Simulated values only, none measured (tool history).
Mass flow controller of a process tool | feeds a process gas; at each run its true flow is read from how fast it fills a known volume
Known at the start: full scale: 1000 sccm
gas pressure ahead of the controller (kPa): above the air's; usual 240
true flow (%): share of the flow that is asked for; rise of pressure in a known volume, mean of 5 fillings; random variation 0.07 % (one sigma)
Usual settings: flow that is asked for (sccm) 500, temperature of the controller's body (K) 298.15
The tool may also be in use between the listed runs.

run	day	flow that is asked for (sccm)	gas pressure ahead of the controller (kPa)	temperature of the controller's body (K)	true flow (%)
1	0.000	500	240	298.15	99.22
2	5.783	500	240	298.15	99.17
3	14.442	500	240	298.15	99.23
4	20.250	500	143	298.15	99.67
5	26.008	500	143	298.15	99.72
6	33.325	500	240	301.15	99.56
7	39.688	500	240	296.15	99.04
8	47.104	383	212	297.15	99.07
9	55.967	841	183	312.15	101.27
10	63.342	841	183	312.15	101.38
11	69.825	181	259	308.15	99.78
12	75.562	181	148	312.15	100.67
13	83.838	181	148	312.15	100.68
14	92.550	275	163	303.15	99.87

5 ways to go on from here, each from the tool as it stands after run 14. What would each give?
A	102.021	493	280	306.15	?
B	102.021	574	173	301.15	?
C	102.021	275	163	298.15	?
D	102.021	198	173	306.15	?
E	102.021	500	240	297.15	?

run	true flow (%)
A	99.80
B	99.94
C	99.37
D	100.00
E	99.17
Without the tool's hidden state the same runs would have given:
run	true flow (%)
A	99.78
B	99.91
C	99.35
D	99.98
E	99.15
